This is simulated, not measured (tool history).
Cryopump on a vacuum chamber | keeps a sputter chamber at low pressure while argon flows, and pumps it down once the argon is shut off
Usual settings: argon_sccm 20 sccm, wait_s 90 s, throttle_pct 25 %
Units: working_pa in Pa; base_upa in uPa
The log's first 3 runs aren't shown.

| run | hour | argon_sccm | wait_s | throttle_pct | hours of work since the pump was warmed up and emptied | hours of work since the cold head was overhauled | hours of work since the chamber's fittings were tightened | working_pa | base_upa |
|---|---|---|---|---|---|---|---|---|---|
| 4 | 211.6 | 20 | 90 | 25 | 289 | 1651 | 1468 | 0.1238 | 1.78 |
| 5 | 314.2 | 20 | 90 | 25 | 363 | 1725 | 1542 | 0.1261 | 1.84 |
| 6 | 367.6 | 20 | 90 | 25 | 402 | 1763 | 1580 | 0.1279 | 1.85 |
| 7 | 418.4 | 14 | 90 | 25 | 438 | 1800 | 1617 | 0.0888 | 1.86 |
| 8 | 494.6 | 20 | 90 | 25 | 493 | 1855 | 1672 | 0.1297 | 1.89 |
| 9 | 586.0 | 8 | 90 | 25 | 559 | 1921 | 1738 | 0.0532 | 1.95 |
| 10 | 644.1 | 8 | 90 | 25 | 601 | 1962 | 1780 | 0.0525 | 1.94 |
| 11 | 726.2 | 20 | 90 | 25 | 660 | 2022 | 1839 | 0.1325 | 2.05 |
|  | 736.5 | pump warmed up, emptied and cooled again |
| 12 | 803.1 | 20 | 90 | 25 | 48 | 2073 | 1891 | 0.1206 | 1.76 |
| 13 | 882.4 | 11 | 90 | 25 | 105 | 2131 | 1948 | 0.0678 | 1.82 |
| 14 | 935.9 | 20 | 90 | 25 | 144 | 2169 | 1986 | 0.1222 | 1.81 |
| 15 | 1012.1 | 20 | 90 | 25 | 199 | 2224 | 2041 | 0.1242 | 1.88 |
| 16 | 1082.9 | 20 | 90 | 25 | 250 | 2275 | 2092 | 0.1235 | 1.88 |
| 17 | 1137.1 | 20 | 90 | 25 | 289 | 2314 | 2131 | 0.1235 | 1.91 |
| 18 | 1198.6 | 20 | 90 | 25 | 333 | 2358 | 2176 | 0.1258 | 1.96 |

Run 19 comes next. What will it give?
| 19 | 1247.1 | 20 | 90 | 25 | 368 | 2393 | 2210 | ? | ? |

Run 19 gave working_pa 0.1257 Pa, base_upa 1.96 uPa.
Without the tool's hidden state the same run would have given working_pa 0.1184 Pa, base_upa 1.54 uPa.

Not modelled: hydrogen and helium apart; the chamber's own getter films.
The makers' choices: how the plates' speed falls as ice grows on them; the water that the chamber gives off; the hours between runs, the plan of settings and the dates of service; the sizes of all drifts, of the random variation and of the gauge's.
